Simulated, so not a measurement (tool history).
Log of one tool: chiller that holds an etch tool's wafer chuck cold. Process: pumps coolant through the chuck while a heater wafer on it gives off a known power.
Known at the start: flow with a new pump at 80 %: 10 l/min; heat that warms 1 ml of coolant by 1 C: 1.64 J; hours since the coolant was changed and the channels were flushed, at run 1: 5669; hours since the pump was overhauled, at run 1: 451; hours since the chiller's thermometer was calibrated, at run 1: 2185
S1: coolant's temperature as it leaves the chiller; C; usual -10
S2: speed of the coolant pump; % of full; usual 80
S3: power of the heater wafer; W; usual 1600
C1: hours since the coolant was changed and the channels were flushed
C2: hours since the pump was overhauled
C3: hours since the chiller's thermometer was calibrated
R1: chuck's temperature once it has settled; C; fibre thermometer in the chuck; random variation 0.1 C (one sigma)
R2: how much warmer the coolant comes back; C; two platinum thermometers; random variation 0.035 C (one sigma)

run 1 hour=0.0 | S1=-10 S2=80 S3=1600 | C1=5669 C2=451 C3=2185 | R1=4.2 R2=5.90
run 2 hour=50.5 | S1=-10 S2=80 S3=1600 | C1=5719 C2=502 C3=2235 | R1=4.2 R2=5.84
run 3 hour=96.5 | S1=-10 S2=80 S3=1600 | C1=5765 C2=547 C3=2281 | R1=4.4 R2=5.85
run 4 hour=132.2 | S1=-10 S2=80 S3=1600 | C1=5801 C2=583 C3=2317 | R1=4.2 R2=5.88
run 5 hour=169.3 | S1=-10 S2=80 S3=1600 | C1=5838 C2=620 C3=2354 | R1=4.2 R2=5.88
run 6 hour=205.3 | S1=-10 S2=80 S3=1600 | C1=5874 C2=656 C3=2390 | R1=4.2 R2=5.89
run 7 hour=226.3 | S1=-8 S2=90 S3=885 | C1=5895 C2=677 C3=2411 | R1=-0.8 R2=2.87
run 8 hour=248.2 | S1=-14 S2=80 S3=1686 | C1=5917 C2=699 C3=2433 | R1=1.1 R2=6.20
-- hour=262.1 chiller's thermometer calibrated
run 9 hour=271.1 | S1=-15 S2=72 S3=2061 | C1=5939 C2=721 C3=9 | R1=5.1 R2=8.50
run 10 hour=316.1 | S1=-9 S2=80 S3=924 | C1=5984 C2=766 C3=54 | R1=-0.6 R2=3.42
run 11 hour=342.4 | S1=-9 S2=80 S3=924 | C1=6010 C2=792 C3=80 | R1=-0.8 R2=3.40
run 12 hour=376.3 | S1=-11 S2=95 S3=1529 | C1=6044 C2=826 C3=114 | R1=1.1 R2=4.60

4 ways to go on from here, each from the tool as it stands after run 12. What would each give?
run A hour=424.0 | S1=-18 S2=67 S3=1600 | C1=6092 C2=874 C3=162 | R1=? R2=?
run B hour=424.0 | S1=-7 S2=80 S3=902 | C1=6092 C2=874 C3=162 | R1=? R2=?
run C hour=424.0 | S1=-12 S2=81 S3=954 | C1=6092 C2=874 C3=162 | R1=? R2=?
run D hour=424.0 | S1=0 S2=87 S3=1833 | C1=6092 C2=874 C3=162 | R1=? R2=?

run=A R1=-1.5 R2=7.15
run=B R1=1.1 R2=3.31
run=C R1=-3.5 R2=3.46
run=D R1=15.5 R2=6.11
Without the tool's hidden state the same runs would have given:
run=A R1=-2.4 R2=7.13
run=B R1=0.7 R2=3.30
run=C R1=-4.0 R2=3.45
run=D R1=14.5 R2=6.09

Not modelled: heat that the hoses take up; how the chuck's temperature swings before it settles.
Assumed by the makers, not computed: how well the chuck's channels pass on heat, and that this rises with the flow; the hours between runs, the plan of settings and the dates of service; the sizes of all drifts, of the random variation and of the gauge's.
